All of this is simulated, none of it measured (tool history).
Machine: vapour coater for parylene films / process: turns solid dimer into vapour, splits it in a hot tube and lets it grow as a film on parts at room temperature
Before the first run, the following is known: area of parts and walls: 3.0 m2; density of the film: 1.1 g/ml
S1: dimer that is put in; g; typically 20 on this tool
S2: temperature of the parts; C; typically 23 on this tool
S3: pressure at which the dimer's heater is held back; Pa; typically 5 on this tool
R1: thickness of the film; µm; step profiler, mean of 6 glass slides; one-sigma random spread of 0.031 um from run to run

Run 1, hour 0: usual settings. Result: R1 3.25 µm.
Run 2, hour 40.2: usual settings. Result: R1 3.26 µm.
Run 3, hour 110.7: usual settings. Result: R1 3.27 µm.
Run 4, hour 191.8: usual settings. Result: R1 3.24 µm.
Run 5, hour 241: usual settings. Result: R1 3.22 µm.
Run 6, hour 295.5: usual settings. Result: R1 3.19 µm.
At hour 378: trap's valve overhauled.
Run 7, hour 378: usual settings. Result: R1 2.99 µm.
Run 8, hour 422.8: usual settings. Result: R1 2.98 µm.
Run 9, hour 497.6: usual settings but S3 2.41 Pa. Result: R1 3.31 µm.
Run 10, hour 573.8: usual settings. Result: R1 2.92 µm.
Run 11, hour 658.9: usual settings. Result: R1 2.87 µm.
At hour 703.5: trap's valve overhauled, once more.
Run 12, hour 704: usual settings. Result: R1 3.61 µm.
Run 13, hour 758.5: usual settings but S3 8.1 Pa. Result: R1 3.35 µm.
Run 14, hour 839.3: usual settings but S3 8.1 Pa. Result: R1 3.33 µm.
At hour 848.9: table's thermometer calibrated.
Run 15, hour 901.3: usual settings but S2 17 C, S3 8.1 Pa. Result: R1 4.2 µm.
Run 16, hour 982: usual settings but S2 17 C, S3 8.1 Pa. Result: R1 4.14 µm.
Run 17, hour 1038.8: usual settings but S2 17 C, S3 8.1 Pa. Result: R1 4.06 µm.
Run 18, hour 1111.2: usual settings but S2 17 C, S3 8.1 Pa. Result: R1 4.05 µm.
Run 19, hour 1162.4: usual settings but S2 17 C, S3 8.1 Pa. Result: R1 4.07 µm.
Run 20, hour 1234.2: usual settings but S1 25 g, S2 27 C, S3 9.82 Pa. Result: R1 2.96 µm.
Run 21, hour 1291.5: usual settings but S1 25 g, S2 27 C, S3 9.82 Pa. Result: R1 2.98 µm.
Run 22, hour 1338.3: usual settings but S1 25 g, S2 27 C, S3 9.82 Pa. Result: R1 2.91 µm.
Run 23, hour 1404.6: usual settings but S1 25 g, S2 27 C, S3 9.82 Pa. Result: R1 2.94 µm.
Run 24, hour 1458: usual settings but S1 15 g, S2 16 C, S3 2.71 Pa. Result: R1 3.65 µm.
Run 25, hour 1532.3: usual settings but S1 15 g, S2 16 C, S3 2.71 Pa. Result: R1 3.61 µm.
Run 26, hour 1598.8: usual settings but S1 15 g, S2 16 C, S3 8.52 Pa. Result: R1 3 µm.
At hour 1616.3: trap's valve overhauled.
Run 27, hour 1657.5: usual settings but S1 8 g. Result: R1 1.42 µm.
Run 28, hour 1719.8: usual settings but S1 8 g, S2 33 C, S3 7.11 Pa. Result: R1 0.79 µm.
Run 29, hour 1783.9: usual settings but S1 8 g, S2 33 C, S3 7.11 Pa. Result: R1 0.81 µm.
Run 30, hour 1869.9: usual settings but S1 10 g, S2 35 C, S3 7.11 Pa. Result: R1 0.91 µm.
Run 31, hour 1941: usual settings but S2 18 C. Result: R1 4.42 µm.
Run 32, hour 2000.1: usual settings but S1 32 g, S3 4.19 Pa. Result: R1 5.53 µm.
Run 33, hour 2054.9: usual settings but S1 13 g, S2 20 C, S3 5.22 Pa. Result: R1 2.52 µm.
Run 34, hour 2107.3: usual settings but S1 13 g, S2 20 C, S3 5.22 Pa. Result: R1 2.52 µm.
Run 35, hour 2175: usual settings but S1 33 g, S2 20 C, S3 9.75 Pa. Result: R1 5.71 µm.
Run 36, hour 2251.9: usual settings but S1 33 g, S2 20 C, S3 9.75 Pa. Result: R1 5.73 µm.
Run 37, hour 2287.2: usual settings but S3 5.46 Pa. Result: R1 3.18 µm.

Below are 4 alternative next runs, each starting from the tool's condition after run 37. Predict each:
Run A, hour 2371.6: usual settings but S1 14 g, S2 29 C. Result: R1 ?.
Run B, hour 2371.6: usual settings but S1 23 g, S2 28 C. Result: R1 ?.
Run C, hour 2371.6: usual settings but S3 4.38 Pa. Result: R1 ?.
Run D, hour 2371.6: usual settings but S1 34 g, S2 18 C. Result: R1 ?.

run    R1
  A  1.69
  B  2.94
  C   3.3
  D  7.08
Take away the tool's hidden state, keep each run's random variation, and the runs would have read:
run    R1
  A  1.79
  B   3.1
  C  3.49
  D  7.48

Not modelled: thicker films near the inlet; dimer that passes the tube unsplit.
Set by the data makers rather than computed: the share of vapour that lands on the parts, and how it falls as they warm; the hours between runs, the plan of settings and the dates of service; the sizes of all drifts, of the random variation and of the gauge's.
